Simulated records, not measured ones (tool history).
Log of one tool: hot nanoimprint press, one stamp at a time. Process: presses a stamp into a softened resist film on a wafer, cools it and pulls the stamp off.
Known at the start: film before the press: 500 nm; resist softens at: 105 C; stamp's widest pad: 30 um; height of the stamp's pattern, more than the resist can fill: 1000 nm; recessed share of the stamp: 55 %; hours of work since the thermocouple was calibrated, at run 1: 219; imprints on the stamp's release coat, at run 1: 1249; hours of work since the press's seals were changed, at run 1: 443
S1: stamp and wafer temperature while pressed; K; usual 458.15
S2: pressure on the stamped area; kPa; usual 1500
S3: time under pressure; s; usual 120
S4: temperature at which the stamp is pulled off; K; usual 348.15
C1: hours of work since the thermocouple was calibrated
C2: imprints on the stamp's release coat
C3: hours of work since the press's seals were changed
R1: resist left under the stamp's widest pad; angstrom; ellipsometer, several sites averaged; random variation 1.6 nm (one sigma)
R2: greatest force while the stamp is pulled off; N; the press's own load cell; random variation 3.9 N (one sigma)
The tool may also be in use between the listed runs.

run 1 day=0.000 | S1=458.15 S2=1500 S3=120 S4=348.15 | C1=219 C2=1249 C3=443 | R1=2530 R2=236
-- day=0.625 stamp cleaned and given a new release coat
run 2 day=3.308 | S1=458.15 S2=1500 S3=120 S4=348.15 | C1=269 C2=313 C3=493 | R1=2549 R2=205
run 3 day=5.367 | S1=458.15 S2=1500 S3=120 S4=348.15 | C1=303 C2=554 C3=527 | R1=2582 R2=213
run 4 day=8.625 | S1=458.15 S2=2010 S3=120 S4=348.15 | C1=356 C2=934 C3=580 | R1=2198 R2=237
-- day=10.154 plate thermocouple calibrated
run 5 day=10.583 | S1=458.15 S2=2010 S3=120 S4=348.15 | C1=7 C2=1148 C3=610 | R1=2142 R2=223
-- day=11.812 stamp cleaned and given a new release coat
run 6 day=13.967 | S1=458.15 S2=2010 S3=120 S4=348.15 | C1=58 C2=252 C3=661 | R1=2149 R2=198
run 7 day=16.183 | S1=458.15 S2=2010 S3=120 S4=343.15 | C1=95 C2=510 C3=698 | R1=2165 R2=239
run 8 day=19.221 | S1=458.15 S2=2010 S3=120 S4=343.15 | C1=144 C2=865 C3=747 | R1=2188 R2=244
run 9 day=21.271 | S1=458.15 S2=2010 S3=120 S4=343.15 | C1=178 C2=1104 C3=781 | R1=2182 R2=250
-- day=23.050 stamp cleaned and given a new release coat
run 10 day=25.367 | S1=458.15 S2=2010 S3=149 S4=343.15 | C1=241 C2=270 C3=844 | R1=2071 R2=220
run 11 day=28.554 | S1=468.15 S2=2010 S3=149 S4=343.15 | C1=293 C2=642 C3=896 | R1=1435 R2=241
run 12 day=30.396 | S1=468.15 S2=2010 S3=149 S4=343.15 | C1=323 C2=857 C3=926 | R1=1445 R2=241
run 13 day=32.571 | S1=468.15 S2=2010 S3=149 S4=343.15 | C1=359 C2=1111 C3=962 | R1=1473 R2=257
-- day=34.121 plate thermocouple calibrated
-- day=34.371 stamp cleaned and given a new release coat
-- day=35.383 press's hydraulic seals changed and the load cell set to zero
run 14 day=35.475 | S1=468.15 S2=2010 S3=149 S4=343.15 | C1=13 C2=90 C3=2 | R1=1366 R2=209
run 15 day=39.471 | S1=468.15 S2=2010 S3=149 S4=343.15 | C1=78 C2=556 C3=67 | R1=1379 R2=232
run 16 day=43.233 | S1=450.15 S2=2170 S3=120 S4=348.15 | C1=140 C2=995 C3=128 | R1=2751 R2=222
run 17 day=45.371 | S1=458.15 S2=1500 S3=218 S4=348.15 | C1=175 C2=1245 C3=163 | R1=2075 R2=239
-- day=45.908 stamp cleaned and given a new release coat
run 18 day=48.812 | S1=449.15 S2=1500 S3=98 S4=347.15 | C1=227 C2=339 C3=216 | R1=3535 R2=207
run 19 day=50.804 | S1=449.15 S2=1450 S3=98 S4=348.15 | C1=259 C2=572 C3=248 | R1=3606 R2=210
run 20 day=53.896 | S1=449.15 S2=1450 S3=98 S4=348.15 | C1=310 C2=932 C3=299 | R1=3628 R2=232
run 21 day=56.004 | S1=461.15 S2=1210 S3=165 S4=347.15 | C1=344 C2=1179 C3=333 | R1=2349 R2=238
-- day=57.108 stamp cleaned and given a new release coat
-- day=58.617 plate thermocouple calibrated
run 22 day=60.354 | S1=461.15 S2=1210 S3=165 S4=347.15 | C1=28 C2=364 C3=398 | R1=2283 R2=202
run 23 day=62.871 | S1=461.15 S2=1210 S3=165 S4=347.15 | C1=70 C2=658 C3=440 | R1=2292 R2=214
run 24 day=66.783 | S1=453.15 S2=1450 S3=233 S4=337.15 | C1=134 C2=1114 C3=504 | R1=2458 R2=265
-- day=68.400 stamp cleaned and given a new release coat
run 25 day=68.954 | S1=453.15 S2=1450 S3=233 S4=337.15 | C1=165 C2=65 C3=535 | R1=2507 R2=225
run 26 day=72.642 | S1=446.15 S2=1450 S3=233 S4=337.15 | C1=225 C2=495 C3=595 | R1=3240 R2=257
run 27 day=74.792 | S1=459.15 S2=1910 S3=150 S4=335.15 | C1=261 C2=746 C3=631 | R1=2023 R2=272
run 28 day=77.150 | S1=446.15 S2=1980 S3=120 S4=348.15 | C1=299 C2=1021 C3=669 | R1=3359 R2=224
-- day=79.458 stamp cleaned and given a new release coat
run 29 day=81.496 | S1=446.15 S2=1980 S3=120 S4=348.15 | C1=366 C2=239 C3=736 | R1=3353 R2=199

4 ways to go on from here, each from the tool as it stands after run 29. What would each give?
-- day=82.483 plate thermocouple calibrated
run A day=85.204 | S1=460.15 S2=1030 S3=63 S4=348.15 | C1=44 C2=656 C3=795 | R1=? R2=?
-- day=82.483 plate thermocouple calibrated
run B day=85.204 | S1=468.15 S2=2340 S3=120 S4=348.15 | C1=44 C2=656 C3=795 | R1=? R2=?
-- day=82.483 plate thermocouple calibrated
run C day=85.204 | S1=458.15 S2=1500 S3=67 S4=344.15 | C1=44 C2=656 C3=795 | R1=? R2=?
-- day=82.483 plate thermocouple calibrated
run D day=85.204 | S1=463.15 S2=1980 S3=120 S4=348.15 | C1=44 C2=656 C3=795 | R1=? R2=?

run=A R1=3422 R2=211
run=B R1=1402 R2=207
run=C R1=3008 R2=220
run=D R1=1833 R2=215
Without the tool's hidden state the same runs would have given:
run=A R1=3384 R2=188
run=B R1=1365 R2=184
run=C R1=2960 R2=195
run=D R1=1790 R2=191
